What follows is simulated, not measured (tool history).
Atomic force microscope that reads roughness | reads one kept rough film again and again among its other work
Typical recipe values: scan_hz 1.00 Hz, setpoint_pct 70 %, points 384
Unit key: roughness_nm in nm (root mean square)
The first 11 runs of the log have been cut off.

run 12 hour=612.5 | scan_hz=1.00 setpoint_pct=70 points=384 | roughness_nm=2.579
-- hour=622.0 new tip fitted
run 13 hour=682.6 | scan_hz=1.00 setpoint_pct=70 points=384 | roughness_nm=3.174
run 14 hour=740.0 | scan_hz=1.00 setpoint_pct=70 points=384 | roughness_nm=2.848
run 15 hour=776.7 | scan_hz=1.00 setpoint_pct=70 points=384 | roughness_nm=2.643
-- hour=798.4 new tip fitted
run 16 hour=806.3 | scan_hz=1.00 setpoint_pct=70 points=365 | roughness_nm=3.488
run 17 hour=874.5 | scan_hz=1.00 setpoint_pct=70 points=526 | roughness_nm=2.991
run 18 hour=924.6 | scan_hz=1.00 setpoint_pct=70 points=526 | roughness_nm=2.745
-- hour=978.2 new tip fitted
run 19 hour=988.1 | scan_hz=1.00 setpoint_pct=70 points=526 | roughness_nm=3.526
run 20 hour=1029.4 | scan_hz=1.00 setpoint_pct=80 points=384 | roughness_nm=3.165
run 21 hour=1080.7 | scan_hz=1.00 setpoint_pct=80 points=384 | roughness_nm=2.850
run 22 hour=1129.8 | scan_hz=1.00 setpoint_pct=70 points=384 | roughness_nm=2.648
-- hour=1133.8 height scale calibrated on a step standard
-- hour=1155.8 new tip fitted
run 23 hour=1176.9 | scan_hz=1.00 setpoint_pct=70 points=384 | roughness_nm=3.387
run 24 hour=1244.9 | scan_hz=1.00 setpoint_pct=70 points=384 | roughness_nm=2.925
run 25 hour=1307.5 | scan_hz=1.00 setpoint_pct=70 points=330 | roughness_nm=2.612
-- hour=1332.9 new tip fitted
run 26 hour=1355.7 | scan_hz=1.00 setpoint_pct=70 points=330 | roughness_nm=3.307
run 27 hour=1411.2 | scan_hz=3.01 setpoint_pct=59 points=384 | roughness_nm=2.951
-- hour=1432.6 height scale calibrated on a step standard, once more
run 28 hour=1463.4 | scan_hz=3.01 setpoint_pct=59 points=384 | roughness_nm=2.742

Forecast run 29:
run 29 hour=1492.3 | scan_hz=3.01 setpoint_pct=59 points=555 | roughness_nm=?

For run 29 the tool returned roughness_nm 2.594 nm (root mean square).
Without the tool's hidden state the same run would have given roughness_nm 3.592 nm (root mean square).

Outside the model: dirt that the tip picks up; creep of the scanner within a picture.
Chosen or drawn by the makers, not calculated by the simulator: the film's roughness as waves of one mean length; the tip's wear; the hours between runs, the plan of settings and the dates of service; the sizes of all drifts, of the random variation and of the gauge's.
